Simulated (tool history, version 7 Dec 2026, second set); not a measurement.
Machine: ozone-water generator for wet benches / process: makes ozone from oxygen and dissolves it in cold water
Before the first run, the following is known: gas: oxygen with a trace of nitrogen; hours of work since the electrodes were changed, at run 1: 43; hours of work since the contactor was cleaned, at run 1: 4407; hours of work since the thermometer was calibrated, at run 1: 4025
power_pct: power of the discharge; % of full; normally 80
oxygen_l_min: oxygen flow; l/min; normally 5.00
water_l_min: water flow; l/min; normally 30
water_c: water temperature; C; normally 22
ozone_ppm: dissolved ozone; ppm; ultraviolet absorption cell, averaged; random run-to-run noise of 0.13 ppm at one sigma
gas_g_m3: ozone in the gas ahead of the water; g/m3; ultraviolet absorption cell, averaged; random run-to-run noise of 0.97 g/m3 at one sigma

run     day  power_pct  oxygen_l_min  water_l_min  water_c  hours of work since the electrodes were changed  hours of work since the contactor was cleaned  hours of work since the thermometer was calibrated  ozone_ppm  gas_g_m3
  1   0.000         80          5.00           30       22                                               43                                           4407                                                4025       14.1     165.2
  2   1.017         46          5.00           30       22                                               63                                           4428                                                4045        9.9     119.4
  3   2.038         46          5.00           30       22                                               85                                           4449                                                4066       10.1     119.0
  4   3.271         46          5.00           30       22                                              110                                           4474                                                4092       10.0     120.0
  5   4.633         46          5.00           30       22                                              138                                           4502                                                4120       10.1     118.7
  6   6.333         46          5.00           30       22                                              173                                           4537                                                4155       10.0     119.1
  7   7.604         46          5.00           30       22                                              199                                           4563                                                4181       10.0     119.6
  8   8.492         80          5.00           30       22                                              217                                           4581                                                4199       13.8     165.2
  9   9.746         80          5.00           30       22                                              243                                           4607                                                4225       13.9     165.2
 10  11.492         80          5.00           30       22                                              279                                           4643                                                4261       14.0     165.6
 11  13.312         80          5.00           30       22                                              316                                           4680                                                4298       13.9     166.4
 12  14.900         80          5.00           30       22                                              349                                           4713                                                4331       13.9     166.3
 13  15.904         80          2.52           30       22                                              370                                           4734                                                4352       10.9     206.4
     16.492  -- water thermometer calibrated
 14  17.329         80          2.52           30       22                                              398                                           4763                                                  17       10.7     205.5
 15  18.796         80          5.00           30       22                                              429                                           4793                                                  47       13.8     167.1
 16  19.742         80          5.00           30       22                                              448                                           4812                                                  67       14.0     164.7
 17  21.488         80          3.18           30       20                                              484                                           4848                                                 103       11.9     191.5
 18  23.371         53          5.00           20       22                                              523                                           4887                                                 142       15.2     128.9
 19  24.583         80          5.00           32       17                                              548                                           4912                                                 166       14.3     167.0
 20  26.488         67          4.37           41       24                                              587                                           4951                                                 206        8.7     153.6
 21  27.712         67          5.69           41       21                                              612                                           4976                                                 231        9.7     142.7
 22  28.708         50          4.79           19       21                                              632                                           4997                                                 251       15.4     126.1
 23  30.571         45          4.00           18       15                                              671                                           5035                                                 289       15.4     126.7
 24  31.833         80          5.00           30       16                                              697                                           5061                                                 315       14.9     163.4
 25  33.358         80          5.00           27       23                                              728                                           5092                                                 347       14.9     166.3
 26  35.238         74          5.00           30       16                                              767                                           5131                                                 386       14.3     157.5
 27  37.212         74          5.00           30       16                                              807                                           5171                                                 426       14.1     155.5
 28  38.438         80          3.00           30       22                                              833                                           5197                                                 451       11.7     193.5
 29  39.525         80          3.00           30       22                                              855                                           5219                                                 474       11.6     193.6
 30  41.208         80          5.34           30       27                                              889                                           5254                                                 508       13.3     158.8
 31  42.629         80          5.34           30       27                                              919                                           5283                                                 537       13.4     160.4
 32  43.817         80          7.05           30       24                                              943                                           5307                                                 562       14.8     147.3

The same runs without the tool's hidden state, with the same run-to-run variation:
The hidden state here: yield of the discharge, % of new electrodes'; contactor's efficiency, % of a clean one's; true water temperature over the reading, C; drift of the gauge itself on ozone_ppm, %; drift of the gauge itself on gas_g_m3, %.
run  ozone_ppm  gas_g_m3
  1       14.5     165.9
  2       10.2     119.8
  3       10.4     119.4
  4       10.3     120.4
  5       10.4     119.1
  6       10.3     119.6
  7       10.2     120.1
  8       14.2     166.2
  9       14.3     166.2
 10       14.4     166.7
 11       14.3     167.6
 12       14.4     167.6
 13       11.3     208.0
 14       11.0     207.2
 15       14.2     168.6
 16       14.5     166.1
 17       12.3     193.2
 18       15.5     129.9
 19       14.8     168.6
 20        9.0     155.0
 21       10.0     144.0
 22       15.8     127.1
 23       15.7     127.6
 24       15.4     165.2
 25       15.4     168.3
 26       14.8     159.4
 27       14.6     157.4
 28       12.2     196.0
 29       12.1     196.2
 30       13.8     161.0
 31       13.9     162.6
 32       15.3     149.4
